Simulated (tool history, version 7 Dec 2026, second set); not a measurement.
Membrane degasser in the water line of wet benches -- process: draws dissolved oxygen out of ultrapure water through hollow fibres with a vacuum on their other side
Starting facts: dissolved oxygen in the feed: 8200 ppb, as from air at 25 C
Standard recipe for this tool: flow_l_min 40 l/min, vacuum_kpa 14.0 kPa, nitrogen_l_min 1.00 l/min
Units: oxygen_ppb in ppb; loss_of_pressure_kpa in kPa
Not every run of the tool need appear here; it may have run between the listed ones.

run,day,flow_l_min,vacuum_kpa,nitrogen_l_min,oxygen_ppb,loss_of_pressure_kpa
1,0.000,40,14.0,1.00,979.6,41.85
2,2.308,35,14.0,1.00,847.2,36.30
3,3.979,40,14.0,1.00,978.5,41.88
4,7.038,32,14.0,1.00,775.3,33.67
5,9.725,32,14.0,1.00,772.8,33.11
6,11.133,32,14.0,1.00,773.7,33.08
7,13.575,40,14.0,1.00,978.6,41.93
8,15.538,40,14.0,1.00,981.5,41.55
9,18.838,40,14.0,1.00,957.5,41.88
10,20.821,40,14.0,1.00,977.6,41.76
11,23.950,40,14.0,1.00,970.3,41.59
12,25.642,40,14.0,1.00,988.6,41.75
13,28.879,40,14.0,1.00,973.0,41.72
14,31.779,29,14.0,1.00,701.5,30.20
15,33.712,29,14.0,1.00,701.2,30.45
16,36.300,29,14.0,1.00,692.2,30.03
17,38.629,34,34.4,0.58,2570.1,35.91
18,40.404,61,9.3,0.58,1368.5,63.79
19,43.567,61,9.0,0.77,1219.5,63.65
20,45.783,51,9.8,0.88,1004.8,53.42
21,48.112,31,14.0,1.26,647.1,32.59
22,51.383,63,14.0,1.00,1572.7,65.79
23,54.392,63,8.6,1.18,1053.9,66.11
24,57.504,26,26.4,1.19,1075.0,27.54
25,60.196,26,26.4,1.19,1049.8,27.40
26,61.979,26,17.5,1.19,699.1,27.55
# day 62.325: vacuum gauge calibrated
27,64.529,28,9.0,1.00,410.0,29.72

What will run 28 give?
28,65.988,27,24.5,1.83,?,?

oxygen_ppb: 729.3 ppb
loss_of_pressure_kpa: 28.20 kPa
If the tool had no hidden condition, the same run with the same run-to-run variation would have returned oxygen_ppb 714.3 ppb, loss_of_pressure_kpa 27.35 kPa.
